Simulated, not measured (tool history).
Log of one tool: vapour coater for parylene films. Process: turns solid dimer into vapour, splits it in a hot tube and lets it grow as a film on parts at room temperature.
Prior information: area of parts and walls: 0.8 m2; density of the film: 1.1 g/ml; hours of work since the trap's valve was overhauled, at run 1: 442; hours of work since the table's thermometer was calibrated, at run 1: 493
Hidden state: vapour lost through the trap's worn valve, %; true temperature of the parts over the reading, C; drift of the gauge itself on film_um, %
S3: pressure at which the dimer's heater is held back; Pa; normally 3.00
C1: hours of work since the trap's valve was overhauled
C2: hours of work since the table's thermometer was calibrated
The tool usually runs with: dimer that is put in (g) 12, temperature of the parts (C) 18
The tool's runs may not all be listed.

Run 1, hour 0.0: usual settings; C1 442; C2 493. Result: thickness of the film (um) 10.33.
Run 2, hour 32.5: usual settings but temperature of the parts (C) 28; C1 459; C2 511. Result: thickness of the film (um) 7.79.
Run 3, hour 61.2: usual settings but temperature of the parts (C) 28; C1 475; C2 526. Result: thickness of the film (um) 7.77.
Run 4, hour 85.0: usual settings but temperature of the parts (C) 28; C1 487; C2 538. Result: thickness of the film (um) 7.82.
Run 5, hour 127.3: usual settings but temperature of the parts (C) 28; C1 510; C2 561. Result: thickness of the film (um) 7.76.
Run 6, hour 150.1: usual settings but dimer that is put in (g) 11, temperature of the parts (C) 28; C1 522; C2 573. Result: thickness of the film (um) 7.09.
At hour 185.8: trap's valve overhauled.
Run 7, hour 199.9: usual settings but dimer that is put in (g) 11, temperature of the parts (C) 28; C1 7; C2 597. Result: thickness of the film (um) 7.06.
Run 8, hour 245.7: usual settings but dimer that is put in (g) 11, temperature of the parts (C) 28, S3 2.67 Pa; C1 32; C2 622. Result: thickness of the film (um) 7.08.
Run 9, hour 286.5: usual settings but S3 4.89 Pa; C1 53; C2 643. Result: thickness of the film (um) 9.66.
Run 10, hour 338.5: usual settings but S3 4.89 Pa; C1 81; C2 671. Result: thickness of the film (um) 9.58.
Run 11, hour 367.9: usual settings but S3 4.89 Pa; C1 97; C2 686. Result: thickness of the film (um) 9.60.
Run 12, hour 394.1: usual settings but S3 4.89 Pa; C1 110; C2 700. Result: thickness of the film (um) 9.61.
At hour 436.3: gauge calibrated.
Run 13, hour 436.3: usual settings but S3 4.89 Pa; C1 133; C2 723. Result: thickness of the film (um) 9.89.
Run 14, hour 459.5: usual settings but temperature of the parts (C) 29, S3 4.89 Pa; C1 145; C2 735. Result: thickness of the film (um) 7.12.
Run 15, hour 504.3: usual settings but temperature of the parts (C) 29, S3 4.89 Pa; C1 169; C2 759. Result: thickness of the film (um) 7.11.
Run 16, hour 552.3: usual settings but temperature of the parts (C) 29, S3 4.89 Pa; C1 194; C2 784. Result: thickness of the film (um) 7.08.
Run 17, hour 594.7: usual settings but temperature of the parts (C) 29, S3 4.89 Pa; C1 217; C2 807. Result: thickness of the film (um) 7.01.
Run 18, hour 645.0: usual settings but temperature of the parts (C) 29, S3 4.89 Pa; C1 243; C2 833. Result: thickness of the film (um) 7.02.
Run 19, hour 691.6: usual settings; C1 268; C2 858. Result: thickness of the film (um) 10.25.
Run 20, hour 734.6: usual settings but temperature of the parts (C) 13, S3 3.23 Pa; C1 291; C2 881. Result: thickness of the film (um) 11.75.
Run 21, hour 763.1: usual settings but temperature of the parts (C) 13, S3 3.23 Pa; C1 306; C2 896. Result: thickness of the film (um) 11.69.
Run 22, hour 812.6: usual settings but temperature of the parts (C) 13, S3 3.23 Pa; C1 332; C2 922. Result: thickness of the film (um) 11.58.
Run 23, hour 837.0: usual settings but temperature of the parts (C) 30, S3 3.23 Pa; C1 345; C2 935. Result: thickness of the film (um) 7.14.
Run 24, hour 887.5: usual settings but dimer that is put in (g) 15, temperature of the parts (C) 21, S3 3.24 Pa; C1 372; C2 962. Result: thickness of the film (um) 11.56.
Run 25, hour 912.5: usual settings but dimer that is put in (g) 5, temperature of the parts (C) 11, S3 7.33 Pa; C1 385; C2 975. Result: thickness of the film (um) 4.59.
Run 26, hour 937.2: usual settings but temperature of the parts (C) 29, S3 5.41 Pa; C1 398; C2 988. Result: thickness of the film (um) 6.85.
Run 27, hour 985.3: usual settings but dimer that is put in (g) 9, temperature of the parts (C) 17, S3 8.83 Pa; C1 424; C2 1014. Result: thickness of the film (um) 6.87.
Run 28, hour 1022.7: usual settings but dimer that is put in (g) 9, temperature of the parts (C) 17, S3 8.83 Pa; C1 444; C2 1034. Result: thickness of the film (um) 6.88.
Run 29, hour 1054.8: usual settings but dimer that is put in (g) 19, temperature of the parts (C) 26, S3 2.58 Pa; C1 461; C2 1051. Result: thickness of the film (um) 12.71.
Run 30, hour 1100.9: usual settings but dimer that is put in (g) 8, temperature of the parts (C) 27, S3 2.58 Pa; C1 485; C2 1075. Result: thickness of the film (um) 5.20.
Run 31, hour 1144.0: usual settings but dimer that is put in (g) 8, temperature of the parts (C) 27, S3 2.58 Pa; C1 508; C2 1098. Result: thickness of the film (um) 5.19.
Run 32, hour 1190.6: usual settings but dimer that is put in (g) 8, temperature of the parts (C) 27, S3 2.58 Pa; C1 533; C2 1123. Result: thickness of the film (um) 5.19.
At hour 1207.5: trap's valve overhauled.
Run 33, hour 1216.5: usual settings but dimer that is put in (g) 9, S3 2.71 Pa; C1 5; C2 1134. Result: thickness of the film (um) 7.43.
Run 34, hour 1266.3: usual settings but temperature of the parts (C) 17, S3 5.93 Pa; C1 31; C2 1161. Result: thickness of the film (um) 9.43.
Run 35, hour 1288.9: usual settings but temperature of the parts (C) 17, S3 5.93 Pa; C1 43; C2 1173. Result: thickness of the film (um) 9.34.
Run 36, hour 1319.4: usual settings but temperature of the parts (C) 17, S3 5.93 Pa; C1 59; C2 1189. Result: thickness of the film (um) 9.31.
Run 37, hour 1352.8: usual settings but dimer that is put in (g) 5, S3 8.45 Pa; C1 77; C2 1206. Result: thickness of the film (um) 3.62.
Run 38, hour 1385.5: usual settings but dimer that is put in (g) 5, S3 8.45 Pa; C1 94; C2 1224. Result: thickness of the film (um) 3.63.

What differs in the tool's unlogged condition from the final listed run ahead of each entry between runs to the first listed run following it?
From run 6 to run 7: trap's valve overhauled (hour 185.8)
  vapour lost through the trap's worn valve, %: 0.2 -> 0; drift of the gauge itself on film_um, %: -1 -> -1.3
  measured minus no-state result, thickness of the film (um): -0.09 -> -0.09
From run 12 to run 13: gauge calibrated (hour 436.3)
  true temperature of the parts over the reading, C: 0.01 -> 0.02; drift of the gauge itself on film_um, %: -2.6 -> 0
  measured minus no-state result, thickness of the film (um): -0.26 -> -0.01
From run 32 to run 33: trap's valve overhauled (hour 1207.5)
  vapour lost through the trap's worn valve, %: 0.2 -> 0; drift of the gauge itself on film_um, %: -5.02 -> -5.17
  measured minus no-state result, thickness of the film (um): -0.29 -> -0.41
